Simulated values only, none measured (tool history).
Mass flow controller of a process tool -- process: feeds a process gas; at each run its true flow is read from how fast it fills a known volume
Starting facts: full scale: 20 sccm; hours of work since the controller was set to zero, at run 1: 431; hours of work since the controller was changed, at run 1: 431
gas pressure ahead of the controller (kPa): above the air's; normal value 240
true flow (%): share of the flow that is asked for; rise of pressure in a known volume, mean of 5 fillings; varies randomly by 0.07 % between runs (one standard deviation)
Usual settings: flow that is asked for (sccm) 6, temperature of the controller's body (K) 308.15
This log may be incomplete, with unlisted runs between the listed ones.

run,hour,flow that is asked for (sccm),gas pressure ahead of the controller (kPa),temperature of the controller's body (K),hours of work since the controller was set to zero,hours of work since the controller was changed,true flow (%)
1,0,6,240,308.15,431,431,98.62
2,161.6,6,240,308.15,484,484,98.54
3,371.9,7,240,308.15,553,553,98.79
4,694,6,186,308.15,660,660,98.36
5,964.9,6,186,308.15,749,749,98.24
6,1243.2,3,240,308.15,841,841,97.33
7,1435.4,3,240,308.15,904,904,97.11
8,1665.4,3,240,308.15,980,980,97.16
9,1929.7,3,240,308.15,1067,1067,97.01
10,2178.5,3,240,308.15,1149,1149,96.79
11,2446.9,3,240,308.15,1237,1237,96.79
12,2755.7,6,174,308.15,1339,1339,97.99
13,2896.2,6,174,308.15,1386,1386,98.05
14,3147,6,174,308.15,1468,1468,98.09
15,3379.2,6,240,308.15,1545,1545,98.03
16,3566.1,6,195,308.15,1606,1606,98.01
17,3743.7,6,195,308.15,1665,1665,97.94
18,3924.4,6,195,308.15,1725,1725,98.11
19,4061,6,143,308.15,1770,1770,97.9
20,4368.8,13,265,298.15,1871,1871,99.33
21,4689.8,16,279,302.15,1977,1977,100.2
22,4851.3,3,211,308.15,2030,2030,95.89
23,5067.3,6,265,308.15,2101,2101,97.96
24,5316.9,10,161,310.15,2184,2184,99.24
25,5480,6,196,304.15,2237,2237,97.53
26,5706.8,17,240,308.15,2312,2312,100.81
27,5957.8,10,240,308.15,2395,2395,99.32
28,6190.1,10,196,298.15,2472,2472,98.51
29,6518.3,17,245,293.15,2580,2580,99.8
30,6803.2,5,158,308.15,2674,2674,97.11
31,7068.5,5,158,308.15,2761,2761,96.97
32,7223.2,5,144,303.15,2812,2812,96.6
33,7524.9,5,165,305.15,2912,2912,96.72
34,7800.8,3,203,305.15,3003,3003,94.5
35,7957.5,3,255,305.15,3054,3054,94.54
36,8164,3,255,305.15,3122,3122,94.41
37,8410.7,6,145,304.15,3204,3204,97.15
38,8651.3,6,240,303.15,3283,3283,97.26

What if the next run were any one of these 3? Each begins from the tool's condition after run 38:
A,8904,6,240,300.15,3366,3366,?
B,8904,9,240,312.15,3366,3366,?
C,8904,6,154,308.15,3366,3366,?

run,true flow (%)
A,97.1
B,99.1
C,97.44
Had the tool no hidden state, the same runs would have come out as:
run,true flow (%)
A,98.1
B,99.18
C,98.44

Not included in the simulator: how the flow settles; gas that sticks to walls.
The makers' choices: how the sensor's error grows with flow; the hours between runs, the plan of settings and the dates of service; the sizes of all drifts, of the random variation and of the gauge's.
